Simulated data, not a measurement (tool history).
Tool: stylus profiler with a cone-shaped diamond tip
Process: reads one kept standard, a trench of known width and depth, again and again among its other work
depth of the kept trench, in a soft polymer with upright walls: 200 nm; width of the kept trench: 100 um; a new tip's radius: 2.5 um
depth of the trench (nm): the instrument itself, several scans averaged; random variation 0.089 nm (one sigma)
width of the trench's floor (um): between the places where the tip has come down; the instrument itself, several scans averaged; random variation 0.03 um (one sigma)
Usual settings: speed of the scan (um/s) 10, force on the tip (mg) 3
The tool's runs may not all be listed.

run	hour	speed of the scan (um/s)	force on the tip (mg)	depth of the trench (nm)	width of the trench's floor (um)
1	0	10	3	203.77	98.02
2	8.8	10	3	203.75	98
3	19.9	10	3	203.84	98.02
4	33.2	10	3	203.89	97.94
5	45.1	10	3	203.72	97.97
6	62.1	10	3	203.84	97.99
7	74.1	10	3	203.8	98.04
8	83.9	10	3	204.02	98.02
9	93.5	10	6.19	206.08	98
10	104.8	10	6.19	206.08	97.99
11	121.2	10	6.19	206.06	97.96
12	129.6	32	3	203.88	97.87
13	142.5	32	3	203.91	97.89
14	150	32	3	203.82	97.87
15	166.6	32	3	203.91	97.89
16	182.3	32	3	204.01	97.96
17	190	2	1.05	202.06	98.03
18	204.7	3	3.82	204.39	97.98
19	221.4	3	3.82	204.77	97.99
20	237.7	31	4.22	204.9	97.91
21	248.3	31	4.22	204.78	97.91
22	263.8	31	4.22	204.8	97.92
23	274.8	39	8.6	207.61	97.94
24	291.5	10	1.06	202.18	97.97
25	299.1	5	5.83	205.78	97.99
26	315.1	30	2.05	202.95	97.89
27	327.1	6	2.47	203.54	98.01
28	341	10	4.19	204.88	97.96
29	355.2	10	4.19	204.76	97.98
30	369.5	10	4.19	204.77	97.97
31	383.5	36	3	204.03	97.82
32	400	24	3	204.1	97.88

Forecast each of these 4 alternatives for the next run:
A	407.5	2	3	?	?
B	407.5	4	3	?	?
C	407.5	3	3	?	?
D	407.5	2	7.42	?	?

run	depth of the trench (nm)	width of the trench's floor (um)
A	203.85	98.06
B	204.06	97.97
C	203.77	98.05
D	207.02	97.96
Without the tool's hidden state the same runs would have given:
run	depth of the trench (nm)	width of the trench's floor (um)
A	203.53	98.09
B	203.74	98.01
C	203.45	98.08
D	206.7	97.99
